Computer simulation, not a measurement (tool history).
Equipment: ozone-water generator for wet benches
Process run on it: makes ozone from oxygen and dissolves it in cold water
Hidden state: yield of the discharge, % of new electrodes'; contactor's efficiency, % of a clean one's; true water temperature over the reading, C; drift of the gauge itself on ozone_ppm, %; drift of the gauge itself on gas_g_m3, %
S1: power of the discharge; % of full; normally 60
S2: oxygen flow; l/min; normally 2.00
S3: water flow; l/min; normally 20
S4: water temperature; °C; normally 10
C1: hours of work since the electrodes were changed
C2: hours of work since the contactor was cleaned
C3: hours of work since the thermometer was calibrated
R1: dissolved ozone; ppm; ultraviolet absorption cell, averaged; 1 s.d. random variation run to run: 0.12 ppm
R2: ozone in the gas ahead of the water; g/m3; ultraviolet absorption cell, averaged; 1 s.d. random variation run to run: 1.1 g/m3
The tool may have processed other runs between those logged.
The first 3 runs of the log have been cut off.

run    hour  S1    S2  S3  S4    C1    C2    C3    R1     R2
  4   358.9  60  2.00  20  10   890   970  3733  12.1  196.3
  5   484.0  60  2.00  20  10   967  1047  3810  11.9  195.5
  6   568.1  60  2.00  20  10  1019  1099  3862  12.1  192.7
  7   644.5  60  2.00  20  10  1066  1146  3910  12.1  194.1
  8   761.3  60  2.00  25  10  1138  1218  3982   9.4  193.0
  9   893.7  60  2.00  20  10  1220  1300  4064  12.0  195.1
 10   985.9  60  2.00  20  10  1277  1357  4121  11.9  193.7
 11  1058.6  60  2.00  20  10  1322  1402  4165  11.9  193.1
 12  1183.9  60  2.00  20  10  1399  1479  4243  11.9  192.9
 13  1299.4  60  2.63  20  10  1471  1551  4314  12.3  163.2
     1337.5  -- water thermometer calibrated
 14  1413.3  60  2.63  20  10  1541  1621    47  12.6  160.1
 15  1537.5  60  2.63  20  10  1617  1697   123  12.5  162.3
 16  1630.9  60  2.63  20  10  1675  1755   181  12.4  161.3
 17  1712.1  60  2.63  20  14  1725  1805   231  12.0  161.0
 18  1803.0  60  2.63  20  14  1781  1862   288  11.9  160.4
 19  1914.1  60  2.63  20  14  1850  1930   356  11.8  161.3

Forecast run 20:
 20  1996.9  60  1.88  22   5  1901  1981  407   ?   ?

R1: 10.7 ppm
R2: 197.9 g/m3
With the hidden condition absent and the run-to-run variation left alone, this run would have shown R1 11.4 ppm, R2 206.3 g/m3.

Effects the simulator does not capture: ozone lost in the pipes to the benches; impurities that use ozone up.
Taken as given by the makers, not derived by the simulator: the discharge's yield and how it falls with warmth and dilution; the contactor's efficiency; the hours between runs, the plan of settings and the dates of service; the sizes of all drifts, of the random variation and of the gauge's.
